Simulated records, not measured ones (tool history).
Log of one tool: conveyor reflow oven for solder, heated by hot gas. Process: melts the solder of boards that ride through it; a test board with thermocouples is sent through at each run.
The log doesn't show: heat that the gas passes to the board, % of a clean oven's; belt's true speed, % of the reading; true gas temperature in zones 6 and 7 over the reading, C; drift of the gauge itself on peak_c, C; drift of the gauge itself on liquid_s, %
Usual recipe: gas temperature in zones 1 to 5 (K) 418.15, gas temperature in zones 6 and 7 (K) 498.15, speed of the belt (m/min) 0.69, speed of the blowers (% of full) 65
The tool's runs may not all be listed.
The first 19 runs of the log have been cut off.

| run | day | gas temperature in zones 1 to 5 (K) | gas temperature in zones 6 and 7 (K) | speed of the belt (m/min) | speed of the blowers (% of full) | hours of work since the flux was cleaned out | hours of work since the belt drive was overhauled | hours of work since the thermocouples were changed | highest temperature of the board (K) | time above the solder's melting point (s) |
|---|---|---|---|---|---|---|---|---|---|---|
| 20 | 25.167 | 418.15 | 511.15 | 0.64 | 50 | 16 | 289 | 474 | 495.75 | 55.5 |
| 21 | 26.375 | 418.15 | 511.15 | 0.64 | 50 | 28 | 301 | 485 | 495.95 | 55 |
| 22 | 27.871 | 418.15 | 511.15 | 0.64 | 50 | 43 | 315 | 500 | 495.85 | 55 |
| 23 | 29.008 | 418.15 | 495.15 | 0.64 | 76 | 54 | 326 | 511 | 487.65 | 51.3 |
| 24 | 30.217 | 415.15 | 495.15 | 0.64 | 76 | 65 | 338 | 523 | 487.15 | 50.4 |
| 25 | 31.729 | 421.15 | 500.15 | 0.704 | 71 | 80 | 353 | 537 | 489.45 | 48 |
| 26 | 32.942 | 421.15 | 500.15 | 0.704 | 71 | 92 | 364 | 549 | 489.15 | 48.1 |
| 27 | 34.046 | 421.15 | 500.15 | 0.704 | 71 | 102 | 375 | 560 | 488.95 | 47.9 |
| 28 | 34.954 | 412.15 | 503.15 | 0.702 | 59 | 111 | 384 | 568 | 487.15 | 43.1 |
| 29 | 36.271 | 412.15 | 503.15 | 0.702 | 59 | 124 | 397 | 581 | 487.45 | 43.7 |
| 30 | 37.296 | 418.15 | 503.15 | 0.74 | 65 | 134 | 407 | 591 | 488.05 | 43.3 |

Here are 4 independent what-if runs from the current tool condition. What would each one return?
| A | 38.333 | 418.15 | 498.15 | 0.74 | 65 | 144 | 417 | 601 | ? | ? |
| B | 38.333 | 416.15 | 498.15 | 0.69 | 65 | 144 | 417 | 601 | ? | ? |
| C | 38.333 | 418.15 | 501.15 | 0.619 | 77 | 144 | 417 | 601 | ? | ? |
| D | 38.333 | 418.15 | 487.15 | 0.789 | 82 | 144 | 417 | 601 | ? | ? |

| run | highest temperature of the board (K) | time above the solder's melting point (s) |
|---|---|---|
| A | 483.85 | 40.8 |
| B | 485.55 | 44.8 |
| C | 493.35 | 57 |
| D | 476.65 | 33 |
Without the tool's unlogged condition, the same runs would have read:
| run | highest temperature of the board (K) | time above the solder's melting point (s) |
|---|---|---|
| A | 483.75 | 40.5 |
| B | 485.35 | 44.4 |
| C | 492.95 | 56.4 |
| D | 476.55 | 33 |
